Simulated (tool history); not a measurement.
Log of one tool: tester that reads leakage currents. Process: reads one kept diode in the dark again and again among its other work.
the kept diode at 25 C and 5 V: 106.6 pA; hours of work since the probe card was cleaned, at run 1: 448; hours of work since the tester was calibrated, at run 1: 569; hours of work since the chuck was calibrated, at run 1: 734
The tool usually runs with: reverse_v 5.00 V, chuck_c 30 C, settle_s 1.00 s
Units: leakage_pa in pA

run	day	reverse_v	chuck_c	settle_s	hours of work since the probe card was cleaned	hours of work since the tester was calibrated	hours of work since the chuck was calibrated	leakage_pa
1	0.000	5.00	30	1.00	448	569	734	172.79
2	1.725	5.00	30	1.00	467	589	753	173.40
3	2.812	5.00	30	1.00	479	601	765	173.23
4	4.083	5.00	30	1.00	494	615	779	172.01
5	5.275	5.00	30	1.00	507	629	793	172.76
6	6.538	5.00	45	1.00	521	643	807	645.60
7	8.350	5.00	45	1.00	541	663	827	647.21
8	9.246	5.00	45	1.00	552	673	837	644.67
9	9.988	5.00	45	1.00	560	682	846	647.44
10	11.075	3.26	45	1.00	572	694	858	557.12
11	12.379	10.65	30	1.00	587	709	873	225.59
12	13.571	10.65	30	1.00	600	722	886	224.56
13	14.754	5.00	30	1.00	613	735	899	172.99
14	16.042	5.00	30	1.00	628	750	914	172.69
15	17.150	5.00	30	1.00	640	762	926	172.93
16	17.921	5.00	30	1.00	649	771	935	172.44
17	19.596	5.00	30	1.00	668	790	954	172.58
18	21.008	5.00	30	1.00	684	805	970	172.74
19	22.208	5.00	30	1.00	697	819	983	173.08
20	24.012	5.00	30	1.00	717	839	1003	172.72
21	25.808	6.24	30	1.00	738	859	1024	186.65
22	26.796	6.24	30	1.00	749	871	1035	186.05
23	27.779	6.24	33	8.64	760	882	1046	243.38
24	29.150	6.24	34	9.00	775	897	1061	265.67
25	29.996	2.36	49	2.21	785	907	1071	698.87
26	30.904	11.36	60	1.00	795	917	1081	2868.03
27	32.462	11.36	60	1.00	812	934	1098	2856.41
28	33.900	5.00	26	1.00	829	950	1115	118.64
29	35.429	17.98	43	2.76	846	968	1132	846.73
30	37.017	2.80	58	1.00	864	985	1150	1523.54
31	38.775	12.76	42	0.65	883	1005	1169	698.28
32	39.654	1.11	40	2.45	893	1015	1179	251.14
33	40.446	3.31	30	5.94	902	1024	1188	149.56
34	42.021	5.00	25	0.59	920	1042	1206	109.37
35	43.446	5.00	25	0.59	936	1058	1222	109.08
36	45.071	5.00	25	0.59	954	1076	1240	109.17
37	46.888	5.00	32	0.59	975	1096	1260	208.11
38	47.967	1.23	33	7.14	987	1108	1273	139.70
39	48.938	4.00	22	2.34	998	1119	1284	74.30
40	50.508	5.00	24	1.00	1015	1137	1301	98.29
41	51.996	3.78	49	0.53	1032	1154	1318	823.62

Forecast each of these 3 alternatives for the next run:
A	53.188	4.50	49	0.53	1045	1167	1331	?
B	53.188	3.78	49	0.49	1045	1167	1331	?
C	53.188	1.83	49	1.71	1045	1167	1331	?

run	leakage_pa
A	870.46
B	817.17
C	638.25
Without the tool's unlogged condition, the same runs would have read:
run	leakage_pa
A	871.19
B	817.86
C	638.78

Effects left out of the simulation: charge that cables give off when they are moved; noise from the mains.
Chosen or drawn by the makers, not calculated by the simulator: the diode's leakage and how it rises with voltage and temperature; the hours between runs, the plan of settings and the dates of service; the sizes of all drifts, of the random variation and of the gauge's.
